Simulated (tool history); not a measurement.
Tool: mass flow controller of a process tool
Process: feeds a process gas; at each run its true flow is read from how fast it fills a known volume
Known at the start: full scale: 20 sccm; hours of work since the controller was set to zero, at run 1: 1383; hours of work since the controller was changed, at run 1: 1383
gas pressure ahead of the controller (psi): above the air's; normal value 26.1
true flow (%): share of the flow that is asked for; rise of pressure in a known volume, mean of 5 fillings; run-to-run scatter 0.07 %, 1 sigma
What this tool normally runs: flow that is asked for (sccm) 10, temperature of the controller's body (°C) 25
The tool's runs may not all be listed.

run,day,flow that is asked for (sccm),gas pressure ahead of the controller (psi),temperature of the controller's body (°C),hours of work since the controller was set to zero,hours of work since the controller was changed,true flow (%)
1,0.000,10,26.1,25,1383,1383,100.21
2,3.012,19,26.1,25,1427,1427,101.35
3,6.742,10,26.1,25,1481,1481,100.30
4,10.708,10,26.1,25,1539,1539,100.37
5,15.954,10,26.1,31,1615,1615,99.86
6,21.142,10,25.7,25,1691,1691,100.36
7,24.812,10,25.7,25,1744,1744,100.62
8,28.525,10,25.7,25,1798,1798,100.68
9,34.025,10,25.7,25,1879,1879,100.71
10,37.146,10,25.7,25,1924,1924,100.70
11,41.604,10,25.7,36,1989,1989,99.90
12,45.854,10,25.7,36,2051,2051,99.82
13,51.021,10,25.7,36,2126,2126,99.99
14,53.454,10,25.7,36,2162,2162,99.86
15,57.738,6,30.0,36,2224,2224,99.72
16,61.192,10,33.4,25,2274,2274,100.69
17,65.204,17,26.1,25,2333,2333,101.85
18,69.604,3,35.1,25,2397,2397,101.75
19,73.096,19,35.5,33,2448,2448,101.10
20,78.217,19,35.5,33,2523,2523,101.03
21,81.162,8,30.3,20,2565,2565,101.60
22,85.079,8,23.1,20,2623,2623,101.89
23,90.358,15,21.5,31,2699,2699,101.54
24,95.771,10,35.2,23,2778,2778,101.43
25,98.946,10,35.2,23,2825,2825,101.41
26,104.667,3,20.6,25,2908,2908,103.36
27,107.029,10,33.1,25,2942,2942,101.42

Predict each of these 5 candidate next runs independently; none follows another, all start after run 27:
A,112.154,17,34.7,22,3017,3017,?
B,112.154,8,35.7,25,3017,3017,?
C,112.154,4,33.2,36,3017,3017,?
D,112.154,11,30.3,35,3017,3017,?
E,112.154,16,26.1,34,3017,3017,?

run,true flow (%)
A,102.31
B,101.39
C,101.10
D,100.80
E,101.41
The same runs, with their run-to-run variation unchanged, on a tool lacking any hidden condition would have given:
run,true flow (%)
A,99.55
B,97.96
C,96.40
D,97.72
E,98.62
